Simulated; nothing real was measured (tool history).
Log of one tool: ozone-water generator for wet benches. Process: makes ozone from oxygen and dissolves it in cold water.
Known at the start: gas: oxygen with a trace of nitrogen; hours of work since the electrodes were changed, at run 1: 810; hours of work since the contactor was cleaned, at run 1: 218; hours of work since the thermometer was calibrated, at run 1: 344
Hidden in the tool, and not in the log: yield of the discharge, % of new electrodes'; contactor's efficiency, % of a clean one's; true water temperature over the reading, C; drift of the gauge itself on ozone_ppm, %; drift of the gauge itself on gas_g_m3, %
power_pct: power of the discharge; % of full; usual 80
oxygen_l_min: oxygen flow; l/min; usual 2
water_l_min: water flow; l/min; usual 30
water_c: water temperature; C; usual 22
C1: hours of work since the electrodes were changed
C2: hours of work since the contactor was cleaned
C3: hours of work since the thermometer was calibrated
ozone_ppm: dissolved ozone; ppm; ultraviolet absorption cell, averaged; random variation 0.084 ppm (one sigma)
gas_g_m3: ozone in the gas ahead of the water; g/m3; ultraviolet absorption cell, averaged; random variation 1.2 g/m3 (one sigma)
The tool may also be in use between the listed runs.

Run 1, hour 0: usual settings; C1 810; C2 218; C3 344. Result: ozone_ppm 6.93 ppm, gas_g_m3 211.9 g/m3.
Run 2, hour 30.8: usual settings but water_l_min 21 l/min; C1 835; C2 243; C3 369. Result: ozone_ppm 10.22 ppm, gas_g_m3 209.4 g/m3.
Run 3, hour 73.4: usual settings but water_l_min 21 l/min; C1 870; C2 278; C3 404. Result: ozone_ppm 10.08 ppm, gas_g_m3 208.6 g/m3.
Run 4, hour 110.2: usual settings but water_l_min 21 l/min; C1 900; C2 308; C3 434. Result: ozone_ppm 10.1 ppm, gas_g_m3 209.7 g/m3.
Run 5, hour 151.3: usual settings but water_l_min 32 l/min; C1 934; C2 341; C3 467. Result: ozone_ppm 6.53 ppm, gas_g_m3 209.5 g/m3.
Run 6, hour 190.9: usual settings but oxygen_l_min 2.3 l/min; C1 966; C2 374; C3 500. Result: ozone_ppm 7.25 ppm, gas_g_m3 191.8 g/m3.
Run 7, hour 226: usual settings; C1 994; C2 402; C3 528. Result: ozone_ppm 6.98 ppm, gas_g_m3 208.7 g/m3.
Run 8, hour 250: usual settings; C1 1014; C2 422; C3 548. Result: ozone_ppm 6.92 ppm, gas_g_m3 208.4 g/m3.
Run 9, hour 268.6: usual settings; C1 1029; C2 437; C3 563. Result: ozone_ppm 7.02 ppm, gas_g_m3 209.6 g/m3.
Run 10, hour 297.2: usual settings; C1 1053; C2 460; C3 586. Result: ozone_ppm 6.8 ppm, gas_g_m3 207.4 g/m3.
Run 11, hour 335.8: usual settings; C1 1084; C2 492; C3 618. Result: ozone_ppm 6.86 ppm, gas_g_m3 208.1 g/m3.
Run 12, hour 356.2: usual settings but oxygen_l_min 2.09 l/min; C1 1101; C2 508; C3 635. Result: ozone_ppm 6.92 ppm, gas_g_m3 203.6 g/m3.
Run 13, hour 389.6: usual settings but water_c 16 C; C1 1128; C2 536; C3 662. Result: ozone_ppm 7.12 ppm, gas_g_m3 208.1 g/m3.
Run 14, hour 425.4: usual settings but water_l_min 41 l/min, water_c 16 C; C1 1157; C2 565; C3 691. Result: ozone_ppm 4.92 ppm, gas_g_m3 207 g/m3.
Run 15, hour 464.7: usual settings but water_l_min 31 l/min, water_c 16 C; C1 1189; C2 597; C3 723. Result: ozone_ppm 6.86 ppm, gas_g_m3 207.5 g/m3.
Run 16, hour 499.5: usual settings but water_l_min 31 l/min, water_c 16 C; C1 1218; C2 625; C3 751. Result: ozone_ppm 6.79 ppm, gas_g_m3 206.9 g/m3.
Run 17, hour 542: usual settings but water_l_min 31 l/min, water_c 16 C; C1 1252; C2 660; C3 786. Result: ozone_ppm 6.85 ppm, gas_g_m3 206.6 g/m3.
Run 18, hour 566: usual settings but power_pct 68 % of full, water_l_min 31 l/min, water_c 18 C; C1 1272; C2 679; C3 806. Result: ozone_ppm 5.98 ppm, gas_g_m3 181.8 g/m3.
Run 19, hour 604.6: usual settings but power_pct 68 % of full, water_l_min 31 l/min, water_c 18 C; C1 1303; C2 711; C3 837. Result: ozone_ppm 5.86 ppm, gas_g_m3 179 g/m3.
Run 20, hour 631.6: usual settings but power_pct 61 % of full, water_l_min 43 l/min, water_c 18 C; C1 1325; C2 733; C3 859. Result: ozone_ppm 3.86 ppm, gas_g_m3 164.9 g/m3.
Run 21, hour 654.9: usual settings but power_pct 61 % of full, water_l_min 43 l/min, water_c 18 C; C1 1344; C2 752; C3 878. Result: ozone_ppm 3.77 ppm, gas_g_m3 165.4 g/m3.
Run 22, hour 691: usual settings but power_pct 57 % of full, oxygen_l_min 2.4 l/min, water_l_min 19 l/min, water_c 16 C; C1 1374; C2 781; C3 908. Result: ozone_ppm 8.8 ppm, gas_g_m3 139.5 g/m3.
Run 23, hour 717.2: usual settings but power_pct 57 % of full, oxygen_l_min 2.4 l/min, water_l_min 19 l/min, water_c 16 C; C1 1395; C2 803; C3 929. Result: ozone_ppm 9.06 ppm, gas_g_m3 139.8 g/m3.
Run 24, hour 751.4: usual settings but power_pct 45 % of full, oxygen_l_min 2.4 l/min, water_l_min 36 l/min, water_c 16 C; C1 1423; C2 831; C3 957. Result: ozone_ppm 3.81 ppm, gas_g_m3 113.8 g/m3.
Run 25, hour 784.2: usual settings but power_pct 72 % of full, oxygen_l_min 1.41 l/min, water_l_min 34 l/min, water_c 25 C; C1 1450; C2 857; C3 984. Result: ozone_ppm 5.04 ppm, gas_g_m3 235 g/m3.
Run 26, hour 823.1: usual settings but power_pct 49 % of full, oxygen_l_min 2.89 l/min, water_l_min 32 l/min, water_c 24 C; C1 1482; C2 889; C3 1015. Result: ozone_ppm 4.41 ppm, gas_g_m3 111.1 g/m3.
Run 27, hour 851: usual settings but power_pct 49 % of full, oxygen_l_min 2.89 l/min, water_l_min 32 l/min, water_c 24 C; C1 1504; C2 912; C3 1038. Result: ozone_ppm 4.36 ppm, gas_g_m3 111 g/m3.
Run 28, hour 893.8: usual settings but power_pct 49 % of full; C1 1539; C2 947; C3 1073. Result: ozone_ppm 4.56 ppm, gas_g_m3 137.5 g/m3.
Run 29, hour 925.4: usual settings but oxygen_l_min 1.34 l/min, water_c 26 C; C1 1565; C2 973; C3 1099. Result: ozone_ppm 6.15 ppm, gas_g_m3 264.8 g/m3.
Run 30, hour 954.6: usual settings but oxygen_l_min 1.05 l/min, water_l_min 35 l/min; C1 1589; C2 997; C3 1123. Result: ozone_ppm 4.83 ppm, gas_g_m3 303.1 g/m3.
Run 31, hour 980.4: usual settings but oxygen_l_min 1.05 l/min, water_l_min 35 l/min; C1 1610; C2 1018; C3 1144. Result: ozone_ppm 4.86 ppm, gas_g_m3 308.2 g/m3.
Run 32, hour 1001: usual settings but oxygen_l_min 1.05 l/min, water_l_min 35 l/min; C1 1627; C2 1034; C3 1161. Result: ozone_ppm 4.94 ppm, gas_g_m3 306.7 g/m3.

Some steps in ozone_ppm between neighbouring runs. How much of each would the tool show without its hidden state too (settings, what came in, random variation), and how much is left for the hidden state, with any gauge scatter that isn't in both results?
Run 4 -> 5: water_l_min 21 -> 32. ozone_ppm -3.57 ppm: hidden state +0.06, all else -3.63.
Run 21 -> 22: power_pct 61 -> 57, oxygen_l_min 2 -> 2.4, water_l_min 43 -> 19, water_c 18 -> 16. ozone_ppm +5.03 ppm: hidden state -0.11, all else +5.14.
Run 23 -> 24: power_pct 57 -> 45, water_l_min 19 -> 36. ozone_ppm -5.25 ppm: hidden state +0.13, all else -5.38.
Run 28 -> 29: power_pct 49 -> 80, oxygen_l_min 2 -> 1.34, water_c 22 -> 26. ozone_ppm +1.59 ppm: hidden state -0.09, all else +1.68.
